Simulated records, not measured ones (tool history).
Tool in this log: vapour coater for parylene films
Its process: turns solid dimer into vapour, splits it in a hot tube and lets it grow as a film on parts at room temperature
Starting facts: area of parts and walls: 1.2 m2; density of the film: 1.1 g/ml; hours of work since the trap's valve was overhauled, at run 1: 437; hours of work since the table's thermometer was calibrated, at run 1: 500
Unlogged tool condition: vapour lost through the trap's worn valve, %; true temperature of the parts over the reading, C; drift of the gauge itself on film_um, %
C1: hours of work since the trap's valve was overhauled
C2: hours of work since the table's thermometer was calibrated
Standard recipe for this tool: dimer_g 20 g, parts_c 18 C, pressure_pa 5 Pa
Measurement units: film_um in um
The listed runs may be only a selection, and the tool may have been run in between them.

Run 1, hour 0: usual settings; C1 437; C2 500. Result: film_um 7.49 um.
Run 2, hour 30.1: usual settings; C1 450; C2 513. Result: film_um 7.48 um.
Run 3, hour 53.4: usual settings; C1 460; C2 523. Result: film_um 7.54 um.
Run 4, hour 92.2: usual settings; C1 477; C2 539. Result: film_um 7.49 um.
Run 5, hour 133.4: usual settings; C1 494; C2 557. Result: film_um 7.45 um.
Run 6, hour 170.4: usual settings but parts_c 27 C; C1 510; C2 573. Result: film_um 5.93 um.
Run 7, hour 214.5: usual settings but parts_c 20 C; C1 529; C2 591. Result: film_um 7.09 um.
Run 8, hour 236.6: usual settings but parts_c 10 C; C1 538; C2 601. Result: film_um 9.1 um.
Run 9, hour 277: usual settings but parts_c 10 C; C1 556; C2 618. Result: film_um 9.14 um.
Run 10, hour 317.5: usual settings but parts_c 10 C; C1 573; C2 636. Result: film_um 9.1 um.
Run 11, hour 353.4: usual settings but parts_c 10 C; C1 588; C2 651. Result: film_um 9.08 um.
Run 12, hour 375.3: usual settings but parts_c 10 C; C1 598; C2 660. Result: film_um 8.99 um.
Run 13, hour 395.7: usual settings but dimer_g 13 g; C1 607; C2 669. Result: film_um 4.83 um.
Run 14, hour 429.3: usual settings but dimer_g 13 g; C1 621; C2 683. Result: film_um 4.79 um.
Run 15, hour 466: usual settings but dimer_g 13 g; C1 637; C2 699. Result: film_um 4.79 um.
Run 16, hour 486.9: usual settings but dimer_g 13 g; C1 645; C2 708. Result: film_um 4.79 um.
Run 17, hour 518.1: usual settings but dimer_g 13 g; C1 659; C2 721. Result: film_um 4.75 um.
Run 18, hour 557.8: usual settings but dimer_g 13 g, pressure_pa 2.46 Pa; C1 676; C2 738. Result: film_um 5.69 um.
Run 19, hour 586.8: usual settings but parts_c 20 C, pressure_pa 9.54 Pa; C1 688; C2 751. Result: film_um 5.92 um.
At hour 612.2: trap's valve overhauled.
Run 20, hour 613.5: usual settings but dimer_g 25 g, parts_c 11 C, pressure_pa 7.83 Pa; C1 1; C2 760. Result: film_um 10.62 um.
Run 21, hour 653.3: usual settings but pressure_pa 10.71 Pa; C1 18; C2 777. Result: film_um 6.53 um.
Run 22, hour 691.2: usual settings but dimer_g 32 g, parts_c 21 C, pressure_pa 3.89 Pa; C1 34; C2 794. Result: film_um 12.55 um.
Run 23, hour 714.1: usual settings but dimer_g 8 g, parts_c 15 C, pressure_pa 3.18 Pa; C1 44; C2 803. Result: film_um 3.84 um.
Run 24, hour 736.4: usual settings but dimer_g 19 g, parts_c 15 C, pressure_pa 8.46 Pa; C1 53; C2 813. Result: film_um 7.15 um.
Run 25, hour 759.5: usual settings but dimer_g 19 g, parts_c 15 C, pressure_pa 8.46 Pa; C1 63; C2 823. Result: film_um 7.09 um.
Run 26, hour 791.6: usual settings but dimer_g 19 g, parts_c 15 C, pressure_pa 8.46 Pa; C1 77; C2 837. Result: film_um 7.07 um.
Run 27, hour 830.1: usual settings but dimer_g 19 g, parts_c 15 C, pressure_pa 8.46 Pa; C1 93; C2 853. Result: film_um 7.14 um.
Run 28, hour 856: usual settings but dimer_g 19 g, parts_c 15 C, pressure_pa 8.46 Pa; C1 104; C2 864. Result: film_um 7.03 um.
Run 29, hour 896.6: usual settings but dimer_g 28 g, parts_c 10 C, pressure_pa 8.46 Pa; C1 122; C2 881. Result: film_um 11.82 um.
Run 30, hour 920.7: usual settings but dimer_g 14 g; C1 132; C2 892. Result: film_um 5.51 um.
Run 31, hour 946.1: usual settings but dimer_g 14 g; C1 143; C2 903. Result: film_um 5.49 um.
Run 32, hour 984.4: usual settings but dimer_g 34 g, pressure_pa 10.73 Pa; C1 159; C2 919. Result: film_um 11.03 um.
Run 33, hour 1013.4: usual settings but dimer_g 23 g, parts_c 15 C; C1 172; C2 931. Result: film_um 9.7 um.

3 options for the next run, each taken on its own from the tool as it stands now. Forecast them:
Run A, hour 1033.8: usual settings but dimer_g 9 g, parts_c 29 C, pressure_pa 6.58 Pa; C1 180; C2 940. Result: film_um ?.
Run B, hour 1033.8: usual settings but dimer_g 12 g, pressure_pa 4.24 Pa; C1 180; C2 940. Result: film_um ?.
Run C, hour 1033.8: usual settings but parts_c 24 C, pressure_pa 4.81 Pa; C1 180; C2 940. Result: film_um ?.

run  film_um
  A     2.49
  B      4.9
  C     6.75
The same runs, with their run-to-run variation unchanged, on a tool lacking any hidden condition would have given:
run  film_um
  A     2.51
  B     4.95
  C     6.81

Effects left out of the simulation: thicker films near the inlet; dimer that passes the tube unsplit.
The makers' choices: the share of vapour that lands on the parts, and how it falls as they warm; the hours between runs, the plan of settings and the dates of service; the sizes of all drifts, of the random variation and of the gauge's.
